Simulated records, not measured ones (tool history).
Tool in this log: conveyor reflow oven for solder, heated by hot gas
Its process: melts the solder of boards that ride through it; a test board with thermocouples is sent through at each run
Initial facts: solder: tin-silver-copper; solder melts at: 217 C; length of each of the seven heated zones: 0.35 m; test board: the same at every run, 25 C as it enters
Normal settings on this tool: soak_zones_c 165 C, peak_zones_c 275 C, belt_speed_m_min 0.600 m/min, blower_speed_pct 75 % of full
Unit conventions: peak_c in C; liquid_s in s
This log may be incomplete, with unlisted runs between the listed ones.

run	day	soak_zones_c	peak_zones_c	belt_speed_m_min	blower_speed_pct	peak_c	liquid_s
1	0.000	165	275	0.600	75	259.4	54.9
2	1.133	165	275	0.600	75	259.7	54.9
3	1.996	165	275	0.600	75	259.4	55.2
4	3.304	165	275	0.600	75	259.6	55.0
5	3.929	165	289	0.600	75	271.8	60.7
6	5.121	165	289	0.600	75	272.0	60.3
7	6.100	162	286	0.600	79	270.0	59.0
8	7.104	162	286	0.600	79	269.8	59.1
# day 7.383: flux residue cleaned out of gas plates and filters
9	7.912	162	286	0.600	79	269.4	59.3
10	9.058	160	275	0.600	56	252.9	48.5
11	10.138	165	275	0.635	62	253.0	47.6

What does the tool deliver on the next run?
12	11.054	165	275	0.635	62	?	?

Run 12 measured peak_c 253.9 C, liquid_s 47.5 s.
The same run, on a tool lacking any hidden state, would have yielded peak_c 253.8 C, liquid_s 47.0 s.

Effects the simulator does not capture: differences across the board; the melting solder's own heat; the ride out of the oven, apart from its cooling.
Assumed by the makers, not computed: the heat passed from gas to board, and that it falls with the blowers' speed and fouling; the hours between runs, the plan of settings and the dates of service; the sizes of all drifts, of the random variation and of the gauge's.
